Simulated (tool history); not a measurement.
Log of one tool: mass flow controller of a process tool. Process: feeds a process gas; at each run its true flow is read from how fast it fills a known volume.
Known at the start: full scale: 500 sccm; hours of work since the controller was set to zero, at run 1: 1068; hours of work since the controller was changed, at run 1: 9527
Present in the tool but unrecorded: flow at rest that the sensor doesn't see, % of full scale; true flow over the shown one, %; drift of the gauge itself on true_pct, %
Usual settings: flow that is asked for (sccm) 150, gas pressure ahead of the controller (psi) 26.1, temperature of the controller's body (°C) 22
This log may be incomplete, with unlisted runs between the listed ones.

run,hour,flow that is asked for (sccm),gas pressure ahead of the controller (psi),temperature of the controller's body (°C),hours of work since the controller was set to zero,hours of work since the controller was changed,true flow (%)
1,0,150,26.1,22,1068,9527,98.84
2,234.3,150,26.1,40,1203,9663,99.85
3,491.7,150,26.1,40,1351,9811,99.85
4,892.3,150,26.1,40,1582,10042,99.95
5,1220.7,150,26.1,40,1772,10231,99.93
6,1716.4,150,26.1,40,2057,10517,99.99
7,2074.3,150,26.1,22,2264,10723,99.08
8,2328.2,448,26.1,22,2410,10870,99.93
9,2801.1,150,22.8,22,2683,11142,99.23
10,3180.7,150,22.8,22,2902,11361,99.22
11,3467,150,22.6,22,3067,11526,99.26
12,3831.3,150,37.9,22,3277,11736,99.09
13,4115.1,150,37.9,22,3440,11900,99.02
14,4614.2,150,37.4,22,3728,12187,99.3
15,5075.7,164,26.1,21,3994,12453,99.51
# hour 5304.8: controller's zero set anew
16,5399.6,52,32.2,24,55,12640,99.2
17,5743.4,183,26.1,33,253,12838,100.19
18,6035.3,150,21.8,35,421,13006,100.31
19,6370.2,150,33.4,22,614,13199,99.53
20,6906.9,150,33.4,22,924,13509,99.63

Run 21, settings as shown, results not yet in. Your forecast:
21,7270.9,68,32.9,21,1133,13719,?

true flow (%): 99.31
The same run, on a tool lacking any hidden state, would have yielded true flow (%) 98.39.
